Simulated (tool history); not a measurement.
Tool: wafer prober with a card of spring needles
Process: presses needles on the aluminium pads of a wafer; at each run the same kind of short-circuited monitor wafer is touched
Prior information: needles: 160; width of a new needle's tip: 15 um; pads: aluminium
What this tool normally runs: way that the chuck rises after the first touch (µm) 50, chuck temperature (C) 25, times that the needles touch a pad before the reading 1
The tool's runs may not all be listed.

run   hour  way that the chuck rises after the first touch (µm)  chuck temperature (C)  times that the needles touch a pad before the reading  resistance of one needle with its contact and lead (mohm)  way that a needle slides on the pad (µm)
  1      0                                                   50                     25                                                      1                                                        167                                      10.4
      13.8  -- tips cleaned on abrasive film
  2   14.6                                                   50                     25                                                      1                                                        169                                     10.41
      28.8  -- tips cleaned on abrasive film
  3     35                                                   50                     43                                                      1                                                        169                                     10.41
      42.8  -- tips cleaned on abrasive film
  4   54.2                                                   50                     43                                                      1                                                        170                                     10.36
        58  -- tips cleaned on abrasive film
  5   70.4                                                   50                     71                                                      1                                                        178                                     10.48
      71.8  -- tips cleaned on abrasive film
      85.9  -- tips cleaned on abrasive film
  6   87.7                                                   50                     52                                                      1                                                        176                                     10.34
       101  -- tips cleaned on abrasive film
  7  113.2                                                   70                     25                                                      1                                                        164                                     14.56
     114.9  -- tips cleaned on abrasive film
     129.6  -- tips cleaned on abrasive film
  8  132.9                                                   50                     44                                                      1                                                        172                                     10.22
     143.7  -- tips cleaned on abrasive film
  9  148.2                                                   50                     25                                                      3                                                        169                                     10.48
     158.5  -- tips cleaned on abrasive film
     173.4  -- tips cleaned on abrasive film
 10  174.4                                                   50                     25                                                      3                                                        168                                     10.52
 11  185.4                                                   50                     25                                                      3                                                        170                                     10.29
     188.2  -- tips cleaned on abrasive film
 12    197                                                   50                     25                                                      3                                                        170                                     10.36
     202.5  -- tips cleaned on abrasive film
     217.8  -- tips cleaned on abrasive film
 13  218.7                                                   50                     49                                                      1                                                        170                                      10.4
     232.8  -- tips cleaned on abrasive film
 14  235.2                                                   50                     25                                                      1                                                        172                                     10.23
     247.7  -- tips cleaned on abrasive film
 15  250.2                                                   50                     25                                                      1                                                        167                                     10.46
     255.9  -- height of the first contact set anew
     263.5  -- tips cleaned on abrasive film
 16  276.1                                                   50                     25                                                      2                                                        170                                     10.22
     278.4  -- tips cleaned on abrasive film
     293.9  -- tips cleaned on abrasive film
 17    297                                                   45                     59                                                      1                                                        179                                      9.34
     308.7  -- tips cleaned on abrasive film
     323.1  -- tips cleaned on abrasive film
 18  323.1                                                   50                    111                                                      1                                                        186                                     10.23
     338.3  -- tips cleaned on abrasive film
 19  341.9                                                   50                     33                                                      1                                                        169                                     10.28
     353.5  -- tips cleaned on abrasive film
     368.3  -- tips cleaned on abrasive film
 20  368.3                                                   50                     63                                                      2                                                        176                                     10.34
     382.7  -- tips cleaned on abrasive film
 21  382.7                                                   67                     52                                                      1                                                        167                                     13.71
     398.6  -- tips cleaned on abrasive film
 22  398.6                                                   67                     52                                                      1                                                        167                                     13.92
     413.4  -- tips cleaned on abrasive film
 23  419.3                                                   47                     25                                                      1                                                        172                                      9.66
     428.8  -- tips cleaned on abrasive film
 24  430.5                                                   47                     25                                                      1                                                        170                                      9.72
     443.3  -- tips cleaned on abrasive film
 25  453.3                                                   33                     25                                                      3                                                        177                                       6.8
     457.1  -- tips cleaned on abrasive film
 26    466                                                   33                     25                                                      3                                                        181                                      6.78
     471.1  -- tips cleaned on abrasive film
     486.2  -- tips cleaned on abrasive film
 27  487.1                                                   47                     94                                                      1                                                        185                                       9.6
     501.4  -- tips cleaned on abrasive film
 28  503.1                                                   49                     48                                                      1                                                        177                                     10.06
     516.4  -- tips cleaned on abrasive film
 29    528                                                   51                     45                                                      1                                                        172                                      10.4
     532.1  -- tips cleaned on abrasive film
     546.9  -- tips cleaned on abrasive film
 30  554.2                                                   50                     32                                                      2                                                        170                                     10.14
     562.2  -- tips cleaned on abrasive film
 31  575.7                                                   50                     60                                                      1                                                        177                                     10.29
       578  -- tips cleaned on abrasive film
 32  591.2                                                   50                     60                                                      1                                                        176                                     10.16

Alternative continuations, all from the tool just after run 32; predict every row:
     592.5  -- tips cleaned on abrasive film
     606.3  -- tips cleaned on abrasive film
  A  606.3                                                   59                     38                                                      1                                                          ?                                         ?
     592.5  -- tips cleaned on abrasive film
     606.3  -- tips cleaned on abrasive film
  B  606.3                                                   58                     26                                                      1                                                          ?                                         ?
     592.5  -- tips cleaned on abrasive film
     606.3  -- tips cleaned on abrasive film
  C  606.3                                                   42                     98                                                      1                                                          ?                                         ?
     592.5  -- tips cleaned on abrasive film
     606.3  -- tips cleaned on abrasive film
  D  606.3                                                   43                     88                                                      1                                                          ?                                         ?

run  resistance of one needle with its contact and lead (mohm)  way that a needle slides on the pad (µm)
  A                                                        168                                     11.99
  B                                                        166                                      11.8
  C                                                        189                                      8.52
  D                                                        187                                      8.74
Take away the tool's hidden state, keep each run's random variation, and the runs would have read:
run  resistance of one needle with its contact and lead (mohm)  way that a needle slides on the pad (µm)
  A                                                        168                                     12.29
  B                                                        166                                     12.09
  C                                                        189                                      8.73
  D                                                        187                                      8.96
